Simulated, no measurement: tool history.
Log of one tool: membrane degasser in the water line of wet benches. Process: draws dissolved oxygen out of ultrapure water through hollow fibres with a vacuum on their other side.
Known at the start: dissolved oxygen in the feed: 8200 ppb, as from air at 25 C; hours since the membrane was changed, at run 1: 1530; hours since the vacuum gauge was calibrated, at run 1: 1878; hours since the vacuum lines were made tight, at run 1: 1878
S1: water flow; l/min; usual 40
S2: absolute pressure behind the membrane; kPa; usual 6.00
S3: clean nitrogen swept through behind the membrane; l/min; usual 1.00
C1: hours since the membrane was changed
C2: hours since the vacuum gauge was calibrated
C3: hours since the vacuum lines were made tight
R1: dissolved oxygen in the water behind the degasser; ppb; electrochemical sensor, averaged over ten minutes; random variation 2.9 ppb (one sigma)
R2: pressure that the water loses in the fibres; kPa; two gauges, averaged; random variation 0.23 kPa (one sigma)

run,hour,S1,S2,S3,C1,C2,C3,R1,R2
1,0.0,40,6.00,1.00,1530,1878,1878,291.3,58.20
2,250.8,40,6.00,1.00,1781,2129,2129,302.2,58.47
3,402.3,40,6.00,1.00,1933,2280,2280,297.9,58.49
4,525.6,40,6.00,1.00,2056,2404,2404,295.1,58.75
5,680.0,40,6.85,1.00,2210,2558,2558,360.6,58.33
6,796.5,40,6.85,1.00,2327,2675,2675,362.5,58.56
7,915.1,40,6.85,1.00,2445,2793,2793,366.9,58.47
8,1043.9,40,6.85,1.00,2574,2922,2922,363.3,58.43
9,1182.4,40,6.00,2.06,2713,3060,3060,198.0,59.00
10,1332.6,40,6.00,2.06,2863,3211,3211,194.2,58.55
11,1490.0,40,6.00,1.00,3020,3368,3368,297.2,58.79
12,1734.7,40,6.00,1.00,3265,3613,3613,304.7,59.05
13,1856.5,40,6.00,1.00,3387,3735,3735,299.5,58.63
14,2005.0,40,6.00,1.00,3535,3883,3883,303.3,58.87
15,2196.4,40,6.00,2.99,3727,4074,4074,165.1,58.74
16,2386.2,40,6.00,1.00,3916,4264,4264,304.4,58.94
17,2495.2,33,3.72,1.82,4025,4373,4373,72.1,48.54
18,2744.6,29,5.68,0.97,4275,4623,4623,197.4,42.74
19,2867.7,29,5.68,0.97,4398,4746,4746,198.4,42.66
20,3037.1,64,6.81,0.41,4567,4915,4915,921.1,94.15
21,3198.1,64,6.81,0.41,4728,5076,5076,944.8,94.02
22,3322.5,40,4.03,0.79,4853,5201,5201,176.4,59.03
23,3495.0,40,4.03,0.79,5025,5373,5373,177.4,59.25
24,3704.4,45,5.18,0.79,5235,5582,5582,329.3,66.36
25,3872.6,40,12.03,0.41,5403,5751,5751,1305.3,59.09
26,4005.1,51,6.72,0.62,5535,5883,5883,612.3,75.17
# hour 4028.9: seals of the vacuum lines changed
27,4214.3,51,4.66,2.39,5743,6090,185,226.3,75.53
28,4370.8,48,4.66,2.39,5899,6247,342,199.3,71.15
29,4599.0,48,4.66,2.39,6127,6475,570,200.4,71.39

The next listed run, before its measurement:
30,4850.9,48,7.58,0.51,6379,6727,822,?,?

{"run 30": {"R1": 773.0, "R2": 71.23}}
Without the tool's hidden state the same run would have given R1 716.7 ppb, R2 69.58 kPa.
